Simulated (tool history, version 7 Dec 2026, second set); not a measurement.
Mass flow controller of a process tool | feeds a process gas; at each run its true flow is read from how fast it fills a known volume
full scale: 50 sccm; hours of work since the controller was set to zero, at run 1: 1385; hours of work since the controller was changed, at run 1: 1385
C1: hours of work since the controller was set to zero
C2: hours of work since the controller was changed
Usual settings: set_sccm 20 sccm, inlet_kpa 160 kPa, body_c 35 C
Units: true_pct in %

{"run": 1, "day": 0.0, "set_sccm": 20, "inlet_kpa": 160, "body_c": 35, "C1": 1385, "C2": 1385, "true_pct": 97.3}
{"run": 2, "day": 13.383, "set_sccm": 20, "inlet_kpa": 160, "body_c": 35, "C1": 1484, "C2": 1484, "true_pct": 97.18}
{"run": 3, "day": 23.038, "set_sccm": 20, "inlet_kpa": 160, "body_c": 23, "C1": 1556, "C2": 1556, "true_pct": 98.67}
{"run": 4, "day": 29.742, "set_sccm": 20, "inlet_kpa": 160, "body_c": 23, "C1": 1606, "C2": 1606, "true_pct": 98.59}
{"run": 5, "day": 42.579, "set_sccm": 20, "inlet_kpa": 160, "body_c": 23, "C1": 1701, "C2": 1701, "true_pct": 98.63}
{"run": 6, "day": 54.983, "set_sccm": 20, "inlet_kpa": 160, "body_c": 23, "C1": 1794, "C2": 1794, "true_pct": 98.64}
{"run": 7, "day": 61.758, "set_sccm": 20, "inlet_kpa": 219, "body_c": 23, "C1": 1844, "C2": 1844, "true_pct": 98.72}
{"run": 8, "day": 69.183, "set_sccm": 20, "inlet_kpa": 219, "body_c": 23, "C1": 1899, "C2": 1899, "true_pct": 98.66}
{"run": 9, "day": 74.75, "set_sccm": 20, "inlet_kpa": 219, "body_c": 23, "C1": 1940, "C2": 1940, "true_pct": 98.62}
{"run": 10, "day": 81.017, "set_sccm": 20, "inlet_kpa": 219, "body_c": 23, "C1": 1987, "C2": 1987, "true_pct": 98.65}
{"run": 11, "day": 93.125, "set_sccm": 20, "inlet_kpa": 219, "body_c": 23, "C1": 2077, "C2": 2077, "true_pct": 98.75}
{"run": 12, "day": 99.458, "set_sccm": 20, "inlet_kpa": 145, "body_c": 35, "C1": 2124, "C2": 2124, "true_pct": 97.33}
{"run": 13, "day": 105.304, "set_sccm": 26, "inlet_kpa": 160, "body_c": 25, "C1": 2168, "C2": 2168, "true_pct": 98.68}
{"run": 14, "day": 111.721, "set_sccm": 10, "inlet_kpa": 201, "body_c": 29, "C1": 2215, "C2": 2215, "true_pct": 97.94}
{"run": 15, "day": 119.462, "set_sccm": 10, "inlet_kpa": 212, "body_c": 20, "C1": 2273, "C2": 2273, "true_pct": 99.1}
{"run": 16, "day": 126.967, "set_sccm": 7, "inlet_kpa": 266, "body_c": 20, "C1": 2329, "C2": 2329, "true_pct": 99.52}
{"run": 17, "day": 133.025, "set_sccm": 20, "inlet_kpa": 160, "body_c": 29, "C1": 2374, "C2": 2374, "true_pct": 97.93}
{"run": 18, "day": 142.788, "set_sccm": 20, "inlet_kpa": 160, "body_c": 29, "C1": 2446, "C2": 2446, "true_pct": 97.97}
{"run": 19, "day": 148.45, "set_sccm": 20, "inlet_kpa": 160, "body_c": 29, "C1": 2489, "C2": 2489, "true_pct": 97.87}
{"run": 20, "day": 160.1, "set_sccm": 15, "inlet_kpa": 178, "body_c": 27, "C1": 2575, "C2": 2575, "true_pct": 98.13}

Hidden state or all else? Some run-to-run changes of true_pct, split into what the settings, what came in and random variation would give without the hidden state, and what is left for the hidden state (with any gauge scatter that isn't in both results):
The hidden state here: flow at rest that the sensor doesn't see, % of full scale; true flow over the shown one, %; drift of the gauge itself on true_pct, %.
Run 2 -> 3: body_c 35 -> 23. true_pct +1.49 %: hidden state +0.01, all else +1.48.
Run 13 -> 14: set_sccm 26 -> 10, inlet_kpa 160 -> 201, body_c 25 -> 29. true_pct -0.74 %: hidden state +0.76, all else -1.50.
Run 16 -> 17: set_sccm 7 -> 20, inlet_kpa 266 -> 160, body_c 20 -> 29. true_pct -1.59 %: hidden state -1.20, all else -0.39.

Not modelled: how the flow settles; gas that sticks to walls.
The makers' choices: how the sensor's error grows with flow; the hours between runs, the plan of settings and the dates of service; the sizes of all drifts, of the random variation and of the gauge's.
